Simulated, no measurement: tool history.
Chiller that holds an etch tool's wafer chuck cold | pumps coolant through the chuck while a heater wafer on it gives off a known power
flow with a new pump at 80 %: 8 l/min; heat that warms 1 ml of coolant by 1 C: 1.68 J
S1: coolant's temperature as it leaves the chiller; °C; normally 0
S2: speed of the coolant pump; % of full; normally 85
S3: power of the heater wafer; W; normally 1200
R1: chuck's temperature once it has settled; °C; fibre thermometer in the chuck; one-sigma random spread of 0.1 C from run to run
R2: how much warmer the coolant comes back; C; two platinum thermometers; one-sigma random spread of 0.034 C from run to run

run 1 day=0 | S1=0 S2=85 S3=1200 | R1=12.5 R2=5.18
run 2 day=2.829 | S1=0 S2=85 S3=1200 | R1=12.5 R2=5.23
run 3 day=4.867 | S1=7 S2=85 S3=1200 | R1=19.3 R2=5.18
run 4 day=7.804 | S1=0 S2=85 S3=1200 | R1=12.3 R2=5.19
run 5 day=10.629 | S1=0 S2=85 S3=1200 | R1=12.6 R2=5.16
run 6 day=12.825 | S1=0 S2=85 S3=1200 | R1=12.5 R2=5.2
run 7 day=14.967 | S1=0 S2=85 S3=1200 | R1=12.5 R2=5.2
run 8 day=17.021 | S1=0 S2=85 S3=1200 | R1=12.4 R2=5.22
run 9 day=18.762 | S1=0 S2=85 S3=1200 | R1=12.4 R2=5.22
run 10 day=20.221 | S1=0 S2=78 S3=1200 | R1=13.3 R2=5.77
run 11 day=22.425 | S1=0 S2=85 S3=1200 | R1=12.5 R2=5.2
run 12 day=24.712 | S1=0 S2=85 S3=1200 | R1=12.5 R2=5.24
run 13 day=26.35 | S1=0 S2=84 S3=1200 | R1=12.7 R2=5.32
run 14 day=28.221 | S1=0 S2=84 S3=1072 | R1=11.5 R2=4.74
run 15 day=30.779 | S1=0 S2=84 S3=1072 | R1=11.5 R2=4.77
run 16 day=33.225 | S1=0 S2=84 S3=1072 | R1=11.3 R2=4.72
run 17 day=35.017 | S1=0 S2=84 S3=1072 | R1=11.4 R2=4.76
run 18 day=36.758 | S1=0 S2=84 S3=751 | R1=8 R2=3.25
run 19 day=38.45 | S1=2 S2=84 S3=1373 | R1=16.8 R2=6.08
run 20 day=41.338 | S1=2 S2=73 S3=1609 | R1=21.7 R2=8.37
run 21 day=42.854 | S1=0 S2=67 S3=1200 | R1=15.8 R2=6.9
run 22 day=46.05 | S1=4 S2=93 S3=1200 | R1=15.9 R2=4.75
run 23 day=47.525 | S1=-4 S2=73 S3=1204 | R1=10.7 R2=6.29
run 24 day=49.338 | S1=0 S2=85 S3=622 | R1=6.7 R2=2.71
run 25 day=51.712 | S1=1 S2=85 S3=1151 | R1=13.3 R2=5.11
run 26 day=54.429 | S1=1 S2=85 S3=1481 | R1=16.9 R2=6.49
run 27 day=57.608 | S1=6 S2=68 S3=968 | R1=18.9 R2=5.49
run 28 day=59.242 | S1=6 S2=68 S3=968 | R1=18.6 R2=5.62
run 29 day=61.479 | S1=-1 S2=67 S3=1741 | R1=22.2 R2=10.14
run 30 day=63.783 | S1=-7 S2=70 S3=1708 | R1=15 R2=9.52
run 31 day=66.983 | S1=-7 S2=70 S3=1708 | R1=15.1 R2=9.47

Here are 3 independent what-if runs from the current tool condition. What would each one return?
run A day=69.192 | S1=3 S2=61 S3=769 | R1=? R2=?
run B day=69.192 | S1=3 S2=84 S3=1046 | R1=? R2=?
run C day=69.192 | S1=-10 S2=81 S3=1232 | R1=? R2=?

run=A R1=14 R2=4.98
run=B R1=14.4 R2=4.76
run=C R1=4 R2=5.74
Had the tool no hidden state, the same runs would have come out as:
run=A R1=12.6 R2=4.66
run=B R1=13 R2=4.45
run=C R1=2.2 R2=5.37
